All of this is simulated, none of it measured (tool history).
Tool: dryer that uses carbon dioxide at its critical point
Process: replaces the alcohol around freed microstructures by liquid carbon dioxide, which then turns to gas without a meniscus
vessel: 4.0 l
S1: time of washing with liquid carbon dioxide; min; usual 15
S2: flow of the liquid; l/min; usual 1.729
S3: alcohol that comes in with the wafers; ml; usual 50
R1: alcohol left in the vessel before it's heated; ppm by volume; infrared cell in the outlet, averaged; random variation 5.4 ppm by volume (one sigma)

Run 1, day 0.000: usual settings. Result: R1 160 ppm by volume.
Run 2, day 0.375: usual settings but S3 112 ml. Result: R1 300 ppm by volume.
Run 3, day 0.725: usual settings but S3 112 ml. Result: R1 325 ppm by volume.
Run 4, day 1.012: usual settings but S3 112 ml. Result: R1 326 ppm by volume.
Run 5, day 1.658: usual settings but S1 16 min. Result: R1 118 ppm by volume.
Run 6, day 2.162: usual settings. Result: R1 162 ppm by volume.
Run 7, day 2.771: usual settings but S1 10 min. Result: R1 645 ppm by volume.
Run 8, day 3.367: usual settings but S1 10 min, S3 79 ml. Result: R1 1025 ppm by volume.
Run 9, day 3.958: usual settings but S1 10 min, S3 79 ml. Result: R1 1008 ppm by volume.
Run 10, day 4.558: usual settings but S1 10 min. Result: R1 657 ppm by volume.
Run 11, day 5.050: usual settings but S1 10 min. Result: R1 649 ppm by volume.
Run 12, day 5.675: usual settings. Result: R1 175 ppm by volume.
Run 13, day 6.058: usual settings. Result: R1 172 ppm by volume.
Run 14, day 6.721: usual settings. Result: R1 161 ppm by volume.
Run 15, day 7.125: usual settings. Result: R1 173 ppm by volume.
Run 16, day 7.704: usual settings. Result: R1 177 ppm by volume.
Run 17, day 8.188: usual settings but S3 71 ml. Result: R1 224 ppm by volume.
Run 18, day 8.767: usual settings but S2 1.340 l/min. Result: R1 445 ppm by volume.
Run 19, day 9.129: usual settings but S2 1.340 l/min. Result: R1 461 ppm by volume.
Run 20, day 9.758: usual settings but S1 13 min, S2 1.340 l/min, S3 63 ml. Result: R1 879 ppm by volume.
Run 21, day 10.308: usual settings but S1 9 min, S2 2.370 l/min. Result: R1 333 ppm by volume.
Run 22, day 10.838: usual settings but S1 10 min, S2 1.820 l/min, S3 32 ml. Result: R1 391 ppm by volume.
Run 23, day 11.379: usual settings but S1 16 min, S3 61 ml. Result: R1 168 ppm by volume.
Run 24, day 11.950: usual settings but S3 82 ml. Result: R1 273 ppm by volume.
Run 25, day 12.621: usual settings but S3 82 ml. Result: R1 286 ppm by volume.
Run 26, day 13.121: usual settings but S1 20 min, S2 2.690 l/min, S3 91 ml. Result: R1 39 ppm by volume.
Run 27, day 13.712: usual settings but S1 20 min, S2 2.690 l/min, S3 115 ml. Result: R1 27 ppm by volume.
Run 28, day 14.254: usual settings but S1 18 min, S2 1.510 l/min. Result: R1 161 ppm by volume.
Run 29, day 14.892: usual settings but S1 18 min, S2 1.510 l/min. Result: R1 166 ppm by volume.
Run 30, day 15.225: usual settings but S1 13 min, S3 62 ml. Result: R1 400 ppm by volume.
Run 31, day 15.633: usual settings. Result: R1 199 ppm by volume.
Run 32, day 15.975: usual settings but S1 18 min, S3 73 ml. Result: R1 146 ppm by volume.
Run 33, day 16.288: usual settings but S1 18 min, S3 73 ml. Result: R1 136 ppm by volume.
Run 34, day 16.717: usual settings but S1 22 min, S2 1.180 l/min, S3 28 ml. Result: R1 143 ppm by volume.
Run 35, day 17.154: usual settings but S1 10 min, S2 1.450 l/min, S3 40 ml. Result: R1 946 ppm by volume.

Hidden state or all else? Some run-to-run changes of R1, split into what the settings, what came in and random variation would give without the hidden state, and what is left for the hidden state (with any gauge scatter that isn't in both results):
The hidden state here: flow that reaches the vessel past the clogged filter, %; alcohol in the recycled carbon dioxide, ppm; drift of the gauge itself on alcohol_ppm, %.
Run 6 -> 7: S1 15 -> 10. R1 +483 ppm by volume: hidden state +32, all else +451.
Run 20 -> 21: S1 13 -> 9, S2 1.340 -> 2.370, S3 63 -> 50. R1 -546 ppm by volume: hidden state -59, all else -487.
Run 25 -> 26: S1 15 -> 20, S2 1.729 -> 2.690, S3 82 -> 91. R1 -247 ppm by volume: hidden state -55, all else -192.
Run 34 -> 35: S1 22 -> 10, S2 1.180 -> 1.450, S3 28 -> 40. R1 +803 ppm by volume: hidden state +117, all else +686.

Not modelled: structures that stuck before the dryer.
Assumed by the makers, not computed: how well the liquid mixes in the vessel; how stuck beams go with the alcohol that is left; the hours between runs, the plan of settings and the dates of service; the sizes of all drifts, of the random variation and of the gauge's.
